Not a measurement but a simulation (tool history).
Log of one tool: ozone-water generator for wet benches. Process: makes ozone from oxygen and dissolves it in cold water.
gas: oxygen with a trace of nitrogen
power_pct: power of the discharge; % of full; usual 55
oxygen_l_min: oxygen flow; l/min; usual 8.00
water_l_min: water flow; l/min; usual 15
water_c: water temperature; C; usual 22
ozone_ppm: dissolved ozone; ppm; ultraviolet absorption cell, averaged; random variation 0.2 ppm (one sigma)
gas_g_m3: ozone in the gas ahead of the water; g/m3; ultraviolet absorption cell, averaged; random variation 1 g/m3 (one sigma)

| run | day | power_pct | oxygen_l_min | water_l_min | water_c | ozone_ppm | gas_g_m3 |
|---|---|---|---|---|---|---|---|
| 1 | 0.000 | 55 | 8.00 | 15 | 22 | 27.6 | 181.3 |
| 2 | 1.171 | 46 | 8.00 | 15 | 22 | 24.6 | 165.2 |
| 3 | 2.308 | 46 | 8.00 | 15 | 22 | 24.8 | 162.8 |
| 4 | 3.388 | 46 | 8.00 | 15 | 22 | 24.8 | 165.6 |
| 5 | 4.904 | 88 | 8.00 | 15 | 22 | 35.2 | 232.9 |
| 6 | 5.996 | 88 | 8.00 | 15 | 22 | 35.3 | 235.2 |
| 7 | 7.825 | 55 | 8.00 | 17 | 22 | 25.2 | 181.1 |
| 8 | 8.662 | 55 | 6.90 | 15 | 22 | 28.3 | 196.2 |
| 9 | 10.104 | 55 | 8.00 | 15 | 22 | 27.7 | 180.4 |
| 10 | 11.275 | 55 | 8.00 | 15 | 14 | 32.0 | 181.4 |
| 11 | 12.775 | 55 | 8.00 | 15 | 14 | 32.0 | 178.6 |
| 12 | 13.725 | 55 | 8.00 | 15 | 14 | 32.4 | 180.6 |
| 13 | 14.550 | 55 | 8.00 | 15 | 18 | 29.6 | 181.2 |
| 14 | 16.054 | 55 | 8.00 | 15 | 18 | 29.4 | 180.3 |
| 15 | 17.408 | 55 | 8.00 | 15 | 22 | 27.1 | 178.9 |
| 16 | 18.738 | 55 | 8.00 | 21 | 22 | 22.4 | 180.3 |
| 17 | 20.533 | 55 | 14.21 | 9 | 27 | 23.5 | 125.6 |
| 18 | 21.583 | 55 | 14.21 | 9 | 27 | 23.2 | 125.9 |
|  | 21.938 | water thermometer calibrated |
| 19 | 23.233 | 62 | 8.00 | 15 | 29 | 25.0 | 189.7 |
|  | 24.383 | contactor cleaned |
| 20 | 24.946 | 51 | 5.16 | 21 | 21 | 23.6 | 223.3 |
| 21 | 25.788 | 51 | 5.16 | 21 | 23 | 22.9 | 222.4 |
| 22 | 26.900 | 55 | 9.35 | 11 | 22 | 30.8 | 163.4 |
| 23 | 27.696 | 55 | 11.05 | 19 | 22 | 22.7 | 148.0 |
| 24 | 29.083 | 52 | 10.50 | 12 | 21 | 28.0 | 147.4 |
| 25 | 30.238 | 52 | 10.50 | 12 | 21 | 27.8 | 149.0 |
| 26 | 31.508 | 52 | 4.87 | 22 | 21 | 23.1 | 234.1 |
| 27 | 32.658 | 63 | 10.48 | 15 | 22 | 27.4 | 164.3 |
| 28 | 33.679 | 63 | 4.68 | 9 | 22 | 43.9 | 263.8 |
| 29 | 34.962 | 63 | 4.68 | 9 | 22 | 43.6 | 264.2 |
| 30 | 36.238 | 63 | 4.68 | 20 | 21 | 27.6 | 265.0 |
| 31 | 37.946 | 55 | 8.00 | 23 | 22 | 21.0 | 177.8 |
| 32 | 39.192 | 73 | 5.74 | 11 | 22 | 40.5 | 255.9 |

Forecast each of these 4 alternatives for the next run:
| A | 40.667 | 55 | 4.33 | 11 | 16 | ? | ? |
| B | 40.667 | 55 | 5.16 | 19 | 17 | ? | ? |
| C | 40.667 | 55 | 4.46 | 14 | 20 | ? | ? |
| D | 40.667 | 64 | 5.74 | 11 | 22 | ? | ? |

| run | ozone_ppm | gas_g_m3 |
|---|---|---|
| A | 41.8 | 257.8 |
| B | 27.4 | 230.7 |
| C | 33.3 | 253.5 |
| D | 37.9 | 236.8 |
Without the tool's hidden state the same runs would have given:
| run | ozone_ppm | gas_g_m3 |
|---|---|---|
| A | 43.4 | 265.9 |
| B | 28.4 | 238.0 |
| C | 34.6 | 261.5 |
| D | 39.5 | 245.1 |
